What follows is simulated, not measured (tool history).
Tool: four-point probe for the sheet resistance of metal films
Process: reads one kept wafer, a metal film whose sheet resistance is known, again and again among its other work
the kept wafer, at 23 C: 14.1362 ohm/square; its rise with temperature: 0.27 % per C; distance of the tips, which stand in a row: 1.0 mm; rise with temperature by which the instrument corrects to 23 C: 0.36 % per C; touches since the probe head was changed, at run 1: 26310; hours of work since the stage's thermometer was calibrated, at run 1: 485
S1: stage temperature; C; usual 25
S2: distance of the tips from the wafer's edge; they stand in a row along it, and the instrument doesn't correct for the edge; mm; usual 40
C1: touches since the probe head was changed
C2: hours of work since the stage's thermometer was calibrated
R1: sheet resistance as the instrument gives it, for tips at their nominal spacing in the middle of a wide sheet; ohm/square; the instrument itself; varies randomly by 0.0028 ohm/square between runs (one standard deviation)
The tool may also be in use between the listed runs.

{"run": 1, "hour": 0.0, "S1": 25, "S2": 40, "C1": 26310, "C2": 485, "R1": 14.119062}
{"run": 2, "hour": 51.3, "S1": 25, "S2": 40, "C1": 27899, "C2": 508, "R1": 14.116671}
{"run": 3, "hour": 98.5, "S1": 25, "S2": 40, "C1": 29359, "C2": 529, "R1": 14.11518}
{"run": 4, "hour": 132.9, "S1": 26, "S2": 40, "C1": 30423, "C2": 544, "R1": 14.103063}
{"run": 5, "hour": 162.5, "S1": 33, "S2": 40, "C1": 31340, "C2": 557, "R1": 14.0253}
{"run": 6, "hour": 198.5, "S1": 25, "S2": 6, "C1": 32453, "C2": 573, "R1": 14.32052}
{"run": 7, "hour": 227.7, "S1": 25, "S2": 6, "C1": 33360, "C2": 586, "R1": 14.315686}
{"run": 8, "hour": 266.9, "S1": 25, "S2": 6, "C1": 34571, "C2": 604, "R1": 14.319677}
{"run": 9, "hour": 320.4, "S1": 25, "S2": 66, "C1": 36229, "C2": 627, "R1": 14.110219}
{"run": 10, "hour": 355.4, "S1": 24, "S2": 66, "C1": 37312, "C2": 643, "R1": 14.127268}
{"run": 11, "hour": 403.3, "S1": 23, "S2": 66, "C1": 38794, "C2": 664, "R1": 14.138021}
{"run": 12, "hour": 433.6, "S1": 23, "S2": 66, "C1": 39733, "C2": 678, "R1": 14.137256}
{"run": 13, "hour": 488.4, "S1": 23, "S2": 66, "C1": 41429, "C2": 702, "R1": 14.134789}
{"run": 14, "hour": 538.0, "S1": 23, "S2": 66, "C1": 42963, "C2": 724, "R1": 14.136662}
{"run": 15, "hour": 588.2, "S1": 23, "S2": 40, "C1": 44516, "C2": 746, "R1": 14.137534}
{"run": 16, "hour": 624.3, "S1": 23, "S2": 40, "C1": 45636, "C2": 762, "R1": 14.139764}
{"run": 17, "hour": 662.1, "S1": 23, "S2": 40, "C1": 46806, "C2": 779, "R1": 14.139304}
{"run": 18, "hour": 716.8, "S1": 19, "S2": 40, "C1": 48498, "C2": 803, "R1": 14.191152}
{"run": 19, "hour": 740.8, "S1": 25, "S2": 26, "C1": 49239, "C2": 814, "R1": 14.123498}
{"run": 20, "hour": 794.6, "S1": 25, "S2": 6, "C1": 50905, "C2": 838, "R1": 14.321578}
{"run": 21, "hour": 844.2, "S1": 25, "S2": 6, "C1": 52441, "C2": 860, "R1": 14.320167}
{"run": 22, "hour": 867.8, "S1": 19, "S2": 8, "C1": 53171, "C2": 870, "R1": 14.302358}
{"run": 23, "hour": 919.5, "S1": 19, "S2": 8, "C1": 54774, "C2": 893, "R1": 14.305767}
{"run": 24, "hour": 972.8, "S1": 22, "S2": 13, "C1": 56422, "C2": 917, "R1": 14.196423}
{"run": 25, "hour": 1006.1, "S1": 25, "S2": 31, "C1": 57452, "C2": 932, "R1": 14.11974}
{"run": 26, "hour": 1059.5, "S1": 34, "S2": 9, "C1": 59105, "C2": 956, "R1": 14.098371}
{"run": 27, "hour": 1086.5, "S1": 30, "S2": 49, "C1": 59941, "C2": 968, "R1": 14.051804}
{"run": 28, "hour": 1121.5, "S1": 20, "S2": 37, "C1": 61025, "C2": 983, "R1": 14.178594}
{"run": 29, "hour": 1161.4, "S1": 33, "S2": 32, "C1": 62260, "C2": 1001, "R1": 14.027297}
{"run": 30, "hour": 1202.5, "S1": 33, "S2": 32, "C1": 63532, "C2": 1019, "R1": 14.02121}
{"run": 31, "hour": 1225.8, "S1": 33, "S2": 32, "C1": 64253, "C2": 1029, "R1": 14.025593}
{"run": 32, "hour": 1264.9, "S1": 20, "S2": 43, "C1": 65464, "C2": 1047, "R1": 14.176726}
{"run": 33, "hour": 1308.4, "S1": 27, "S2": 12, "C1": 66812, "C2": 1066, "R1": 14.134917}
{"run": 34, "hour": 1351.1, "S1": 27, "S2": 12, "C1": 68132, "C2": 1085, "R1": 14.137572}
{"run": 35, "hour": 1380.3, "S1": 25, "S2": 12, "C1": 69034, "C2": 1098, "R1": 14.163224}
{"run": 36, "hour": 1404.3, "S1": 25, "S2": 12, "C1": 69778, "C2": 1109, "R1": 14.163349}
{"run": 37, "hour": 1458.0, "S1": 25, "S2": 12, "C1": 71441, "C2": 1133, "R1": 14.161583}
{"run": 38, "hour": 1497.5, "S1": 26, "S2": 31, "C1": 72663, "C2": 1150, "R1": 14.105372}
{"run": 39, "hour": 1524.4, "S1": 26, "S2": 31, "C1": 73497, "C2": 1162, "R1": 14.104459}
{"run": 40, "hour": 1573.0, "S1": 25, "S2": 7, "C1": 75000, "C2": 1184, "R1": 14.269406}
{"run": 41, "hour": 1605.4, "S1": 25, "S2": 7, "C1": 76004, "C2": 1198, "R1": 14.265083}
{"run": 42, "hour": 1655.9, "S1": 25, "S2": 7, "C1": 77565, "C2": 1220, "R1": 14.269082}

Alternative continuations, all from the tool just after run 42; predict every row:
{"run": "A", "hour": 1682.7, "S1": 31, "S2": 4, "C1": 78395, "C2": 1232, "R1": "?"}
{"run": "B", "hour": 1682.7, "S1": 28, "S2": 29, "C1": 78395, "C2": 1232, "R1": "?"}
{"run": "C", "hour": 1682.7, "S1": 24, "S2": 14, "C1": 78395, "C2": 1232, "R1": "?"}

run=A R1=14.493576
run=B R1=14.084964
run=C R1=14.158846
Without the tool's unlogged condition, the same runs would have read:
run=A R1=14.493369
run=B R1=14.084761
run=C R1=14.158641

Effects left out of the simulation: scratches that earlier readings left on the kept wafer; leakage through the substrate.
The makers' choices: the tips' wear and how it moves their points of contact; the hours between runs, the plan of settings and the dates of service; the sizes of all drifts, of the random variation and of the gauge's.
